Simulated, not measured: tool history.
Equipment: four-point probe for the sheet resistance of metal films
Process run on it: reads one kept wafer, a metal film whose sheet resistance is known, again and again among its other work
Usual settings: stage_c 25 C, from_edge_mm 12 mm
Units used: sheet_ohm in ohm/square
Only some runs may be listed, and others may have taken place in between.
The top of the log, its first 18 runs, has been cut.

run 19 day=16.654 | stage_c=25 from_edge_mm=41 | sheet_ohm=1.931156
run 20 day=17.904 | stage_c=25 from_edge_mm=41 | sheet_ohm=1.930647
run 21 day=19.138 | stage_c=25 from_edge_mm=41 | sheet_ohm=1.930512
run 22 day=20.367 | stage_c=25 from_edge_mm=12 | sheet_ohm=1.938144
run 23 day=21.525 | stage_c=25 from_edge_mm=60 | sheet_ohm=1.931040
run 24 day=22.450 | stage_c=30 from_edge_mm=4 | sheet_ohm=1.993458
run 25 day=23.171 | stage_c=20 from_edge_mm=21 | sheet_ohm=1.932556
run 26 day=24.304 | stage_c=33 from_edge_mm=67 | sheet_ohm=1.930469
run 27 day=25.496 | stage_c=33 from_edge_mm=67 | sheet_ohm=1.930972
run 28 day=26.825 | stage_c=25 from_edge_mm=44 | sheet_ohm=1.930124
run 29 day=27.904 | stage_c=18 from_edge_mm=10 | sheet_ohm=1.940280
run 30 day=29.383 | stage_c=31 from_edge_mm=33 | sheet_ohm=1.930827
run 31 day=30.133 | stage_c=21 from_edge_mm=8 | sheet_ohm=1.945995

Run 32 has not been measured yet. What should we expect?
-- day=30.929 stage's thermometer calibrated
run 32 day=31.458 | stage_c=25 from_edge_mm=41 | sheet_ohm=?

For run 32 the tool returned sheet_ohm 1.930907 ohm/square.
Minus the tool's unlogged condition, the same run would have read sheet_ohm 1.930894 ohm/square.
